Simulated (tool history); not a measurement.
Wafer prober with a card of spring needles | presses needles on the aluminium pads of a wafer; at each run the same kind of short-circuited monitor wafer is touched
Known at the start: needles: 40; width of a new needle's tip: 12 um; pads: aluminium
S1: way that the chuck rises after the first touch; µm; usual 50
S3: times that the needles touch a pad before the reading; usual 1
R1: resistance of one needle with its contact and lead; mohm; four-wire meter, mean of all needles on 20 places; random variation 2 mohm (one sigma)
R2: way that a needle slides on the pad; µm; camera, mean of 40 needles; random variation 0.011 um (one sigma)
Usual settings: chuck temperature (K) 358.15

run 1 hour=0.0 | S1=50 chuck_temperature_(K)=358.15 S3=1 | R1=210 R2=6.90
-- hour=3.4 tips cleaned on abrasive film
-- hour=19.7 tips cleaned on abrasive film
run 2 hour=25.1 | S1=50 chuck_temperature_(K)=358.15 S3=1 | R1=210 R2=6.93
-- hour=36.5 tips cleaned on abrasive film
-- hour=52.2 tips cleaned on abrasive film
run 3 hour=58.4 | S1=50 chuck_temperature_(K)=358.15 S3=1 | R1=208 R2=6.90
-- hour=68.6 tips cleaned on abrasive film
-- hour=84.1 tips cleaned on abrasive film
run 4 hour=92.1 | S1=50 chuck_temperature_(K)=358.15 S3=1 | R1=210 R2=6.91
-- hour=101.2 tips cleaned on abrasive film
run 5 hour=115.2 | S1=50 chuck_temperature_(K)=358.15 S3=1 | R1=211 R2=6.93
-- hour=116.9 tips cleaned on abrasive film
-- hour=134.2 tips cleaned on abrasive film
run 6 hour=142.5 | S1=50 chuck_temperature_(K)=358.15 S3=1 | R1=209 R2=6.92
-- hour=151.5 tips cleaned on abrasive film
-- hour=167.9 tips cleaned on abrasive film
run 7 hour=172.9 | S1=50 chuck_temperature_(K)=358.15 S3=1 | R1=215 R2=6.94
-- hour=184.6 tips cleaned on abrasive film
-- hour=200.9 tips cleaned on abrasive film
run 8 hour=208.2 | S1=50 chuck_temperature_(K)=358.15 S3=2 | R1=213 R2=6.93
-- hour=216.3 tips cleaned on abrasive film
-- hour=232.0 tips cleaned on abrasive film
run 9 hour=237.1 | S1=50 chuck_temperature_(K)=358.15 S3=2 | R1=211 R2=6.93
-- hour=249.3 tips cleaned on abrasive film
-- hour=258.8 height of the first contact set anew
-- hour=268.1 tips cleaned on abrasive film
run 10 hour=271.9 | S1=50 chuck_temperature_(K)=358.15 S3=2 | R1=211 R2=6.93
-- hour=283.5 tips cleaned on abrasive film
-- hour=300.2 tips cleaned on abrasive film
run 11 hour=306.3 | S1=30 chuck_temperature_(K)=324.15 S3=2 | R1=224 R2=4.17
-- hour=316.0 tips cleaned on abrasive film
-- hour=331.9 tips cleaned on abrasive film
run 12 hour=340.9 | S1=52 chuck_temperature_(K)=342.15 S3=1 | R1=211 R2=7.21
-- hour=348.6 tips cleaned on abrasive film
-- hour=364.6 tips cleaned on abrasive film
run 13 hour=374.5 | S1=53 chuck_temperature_(K)=342.15 S3=1 | R1=204 R2=7.35
-- hour=381.8 tips cleaned on abrasive film
-- hour=397.9 tips cleaned on abrasive film
run 14 hour=405.7 | S1=53 chuck_temperature_(K)=342.15 S3=1 | R1=207 R2=7.37
-- hour=414.2 tips cleaned on abrasive film
run 15 hour=427.2 | S1=53 chuck_temperature_(K)=342.15 S3=1 | R1=206 R2=7.38
-- hour=431.9 tips cleaned on abrasive film
-- hour=447.4 tips cleaned on abrasive film
-- hour=465.2 tips cleaned on abrasive film
run 16 hour=465.3 | S1=50 chuck_temperature_(K)=358.15 S3=3 | R1=215 R2=6.94

3 ways to go on from here, each from the tool as it stands after run 16. What would each give?
-- hour=480.5 tips cleaned on abrasive film
run A hour=485.9 | S1=50 chuck_temperature_(K)=313.15 S3=2 | R1=? R2=?
-- hour=480.5 tips cleaned on abrasive film
run B hour=485.9 | S1=36 chuck_temperature_(K)=358.15 S3=1 | R1=? R2=?
-- hour=480.5 tips cleaned on abrasive film
run C hour=485.9 | S1=50 chuck_temperature_(K)=355.15 S3=2 | R1=? R2=?

run=A R1=199 R2=6.95
run=B R1=219 R2=5.03
run=C R1=206 R2=6.96
Without the tool's hidden state the same runs would have given:
run=A R1=199 R2=6.91
run=B R1=219 R2=5.00
run=C R1=206 R2=6.92
